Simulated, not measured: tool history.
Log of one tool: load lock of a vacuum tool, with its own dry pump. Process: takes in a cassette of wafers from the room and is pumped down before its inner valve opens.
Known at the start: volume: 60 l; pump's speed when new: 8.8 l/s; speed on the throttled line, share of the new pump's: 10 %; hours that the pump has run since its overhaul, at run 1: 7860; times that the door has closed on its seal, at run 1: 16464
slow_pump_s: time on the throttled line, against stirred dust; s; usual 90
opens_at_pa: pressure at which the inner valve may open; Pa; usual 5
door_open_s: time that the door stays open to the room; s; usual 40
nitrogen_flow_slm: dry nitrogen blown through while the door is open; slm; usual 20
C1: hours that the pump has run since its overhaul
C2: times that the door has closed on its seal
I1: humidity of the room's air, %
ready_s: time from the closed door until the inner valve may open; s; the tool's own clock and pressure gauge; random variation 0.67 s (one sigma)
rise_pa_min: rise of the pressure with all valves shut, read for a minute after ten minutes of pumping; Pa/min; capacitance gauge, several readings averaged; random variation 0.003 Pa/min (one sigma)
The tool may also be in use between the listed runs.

run 1 hour=0.0 | slow_pump_s=90 opens_at_pa=5 door_open_s=40 nitrogen_flow_slm=20 | C1=7860 C2=16464 | I1=44.2 | ready_s=155.2 rise_pa_min=0.053
run 2 hour=79.7 | slow_pump_s=90 opens_at_pa=5 door_open_s=40 nitrogen_flow_slm=20 | C1=7940 C2=16673 | I1=47.2 | ready_s=156.4 rise_pa_min=0.050
run 3 hour=204.1 | slow_pump_s=90 opens_at_pa=7 door_open_s=40 nitrogen_flow_slm=20 | C1=8064 C2=16999 | I1=45.3 | ready_s=153.2 rise_pa_min=0.049
run 4 hour=302.7 | slow_pump_s=90 opens_at_pa=7 door_open_s=40 nitrogen_flow_slm=20 | C1=8163 C2=17258 | I1=45.6 | ready_s=152.4 rise_pa_min=0.047
run 5 hour=463.6 | slow_pump_s=90 opens_at_pa=7 door_open_s=40 nitrogen_flow_slm=20 | C1=8323 C2=17680 | I1=48.6 | ready_s=154.0 rise_pa_min=0.053
run 6 hour=608.4 | slow_pump_s=139 opens_at_pa=5 door_open_s=40 nitrogen_flow_slm=20 | C1=8468 C2=18060 | I1=44.1 | ready_s=200.9 rise_pa_min=0.052
run 7 hour=748.3 | slow_pump_s=139 opens_at_pa=5 door_open_s=40 nitrogen_flow_slm=20 | C1=8608 C2=18427 | I1=43.4 | ready_s=199.6 rise_pa_min=0.053
run 8 hour=907.5 | slow_pump_s=90 opens_at_pa=5 door_open_s=40 nitrogen_flow_slm=20 | C1=8767 C2=18844 | I1=48.2 | ready_s=157.4 rise_pa_min=0.055
run 9 hour=1017.8 | slow_pump_s=90 opens_at_pa=5 door_open_s=40 nitrogen_flow_slm=20 | C1=8878 C2=19134 | I1=46.4 | ready_s=156.8 rise_pa_min=0.050
run 10 hour=1195.3 | slow_pump_s=77 opens_at_pa=5 door_open_s=40 nitrogen_flow_slm=14 | C1=9055 C2=19599 | I1=44.0 | ready_s=145.8 rise_pa_min=0.059
run 11 hour=1271.4 | slow_pump_s=77 opens_at_pa=5 door_open_s=40 nitrogen_flow_slm=14 | C1=9131 C2=19799 | I1=45.6 | ready_s=146.3 rise_pa_min=0.058
run 12 hour=1350.3 | slow_pump_s=88 opens_at_pa=5 door_open_s=93 nitrogen_flow_slm=29 | C1=9210 C2=20006 | I1=43.4 | ready_s=156.7 rise_pa_min=0.060
run 13 hour=1525.1 | slow_pump_s=88 opens_at_pa=5 door_open_s=79 nitrogen_flow_slm=12 | C1=9385 C2=20464 | I1=45.7 | ready_s=156.0 rise_pa_min=0.064
run 14 hour=1657.8 | slow_pump_s=173 opens_at_pa=8 door_open_s=79 nitrogen_flow_slm=12 | C1=9518 C2=20812 | I1=42.7 | ready_s=227.4 rise_pa_min=0.064
run 15 hour=1806.4 | slow_pump_s=173 opens_at_pa=6 door_open_s=79 nitrogen_flow_slm=15 | C1=9666 C2=21202 | I1=44.4 | ready_s=229.8 rise_pa_min=0.069
run 16 hour=1993.7 | slow_pump_s=173 opens_at_pa=6 door_open_s=79 nitrogen_flow_slm=15 | C1=9854 C2=21694 | I1=47.4 | ready_s=230.6 rise_pa_min=0.073
run 17 hour=2086.1 | slow_pump_s=173 opens_at_pa=6 door_open_s=79 nitrogen_flow_slm=15 | C1=9946 C2=21936 | I1=44.0 | ready_s=230.3 rise_pa_min=0.069

Forecast each of these 3 alternatives for the next run:
run A hour=2261.8 | slow_pump_s=48 opens_at_pa=6 door_open_s=79 nitrogen_flow_slm=15 | C1=10122 C2=22397 | I1=45.3 | ready_s=? rise_pa_min=?
run B hour=2261.8 | slow_pump_s=116 opens_at_pa=6 door_open_s=43 nitrogen_flow_slm=15 | C1=10122 C2=22397 | I1=44.9 | ready_s=? rise_pa_min=?
run C hour=2261.8 | slow_pump_s=173 opens_at_pa=8 door_open_s=138 nitrogen_flow_slm=6 | C1=10122 C2=22397 | I1=46.4 | ready_s=? rise_pa_min=?

run=A ready_s=119.4 rise_pa_min=0.070
run=B ready_s=179.2 rise_pa_min=0.063
run=C ready_s=227.8 rise_pa_min=0.093
Without the tool's hidden state the same runs would have given:
run=A ready_s=110.4 rise_pa_min=0.033
run=B ready_s=171.2 rise_pa_min=0.026
run=C ready_s=221.0 rise_pa_min=0.057

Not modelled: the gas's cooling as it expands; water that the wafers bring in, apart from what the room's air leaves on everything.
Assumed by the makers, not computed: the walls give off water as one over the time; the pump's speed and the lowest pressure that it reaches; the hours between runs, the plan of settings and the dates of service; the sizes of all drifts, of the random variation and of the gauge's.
